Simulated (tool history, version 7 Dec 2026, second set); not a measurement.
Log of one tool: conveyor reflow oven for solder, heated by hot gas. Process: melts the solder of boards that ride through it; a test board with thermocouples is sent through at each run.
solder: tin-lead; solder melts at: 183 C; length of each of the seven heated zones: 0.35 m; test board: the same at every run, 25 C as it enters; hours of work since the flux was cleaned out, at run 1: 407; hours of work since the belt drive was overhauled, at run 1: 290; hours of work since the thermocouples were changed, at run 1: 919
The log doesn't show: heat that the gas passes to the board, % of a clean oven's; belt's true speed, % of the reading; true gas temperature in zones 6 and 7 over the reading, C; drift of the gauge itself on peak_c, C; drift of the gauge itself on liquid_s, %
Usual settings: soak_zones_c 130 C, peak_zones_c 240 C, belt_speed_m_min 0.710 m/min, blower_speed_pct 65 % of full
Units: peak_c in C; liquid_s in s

run	day	soak_zones_c	peak_zones_c	belt_speed_m_min	blower_speed_pct	hours of work since the flux was cleaned out	hours of work since the belt drive was overhauled	hours of work since the thermocouples were changed	peak_c	liquid_s
1	0.000	130	240	0.710	65	407	290	919	219.8	43.6
# day 0.554: flux residue cleaned out of gas plates and filters
2	1.000	145	240	0.710	65	7	302	931	222.9	49.3
3	2.050	130	238	0.710	65	23	318	948	218.2	42.6
4	3.542	130	238	0.710	65	47	342	971	217.1	42.6
5	4.525	130	238	0.710	65	62	357	986	218.6	42.9
6	5.321	130	245	0.710	65	74	369	999	224.3	45.4
7	6.583	130	240	0.710	65	94	389	1019	220.9	43.3
8	8.071	130	240	0.710	65	117	412	1042	220.0	43.5
9	8.921	130	240	0.710	65	131	426	1055	219.8	43.1
10	10.371	130	240	0.710	65	153	448	1078	219.7	43.9
11	11.129	130	240	0.710	65	165	460	1090	220.3	43.7
12	12.221	130	239	0.710	65	182	477	1107	218.2	43.2
13	13.475	130	239	0.710	65	202	497	1126	218.0	43.0
14	14.592	120	245	0.684	68	219	514	1144	225.3	46.6
15	15.325	127	244	0.824	68	231	526	1155	217.8	35.0
16	16.754	136	248	0.578	65	253	548	1177	234.8	64.2
# day 17.375: thermocouples of zones 6 and 7 changed
17	18.208	136	248	0.578	65	274	569	13	234.7	64.6
18	19.021	116	248	0.578	53	287	582	26	227.6	55.3
19	20.362	132	230	0.710	72	308	603	47	213.8	40.9
20	21.704	132	230	0.710	72	329	624	68	214.3	40.7
21	22.896	123	240	0.576	63	348	643	86	225.8	56.3

Run 22 comes next. What will it give?
22	23.617	117	254	0.576	81	359	654	97	?	?

{"run 22": {"peak_c": 243.2, "liquid_s": 63.3}}
Without the tool's hidden state the same run would have given peak_c 243.3 C, liquid_s 63.3 s.

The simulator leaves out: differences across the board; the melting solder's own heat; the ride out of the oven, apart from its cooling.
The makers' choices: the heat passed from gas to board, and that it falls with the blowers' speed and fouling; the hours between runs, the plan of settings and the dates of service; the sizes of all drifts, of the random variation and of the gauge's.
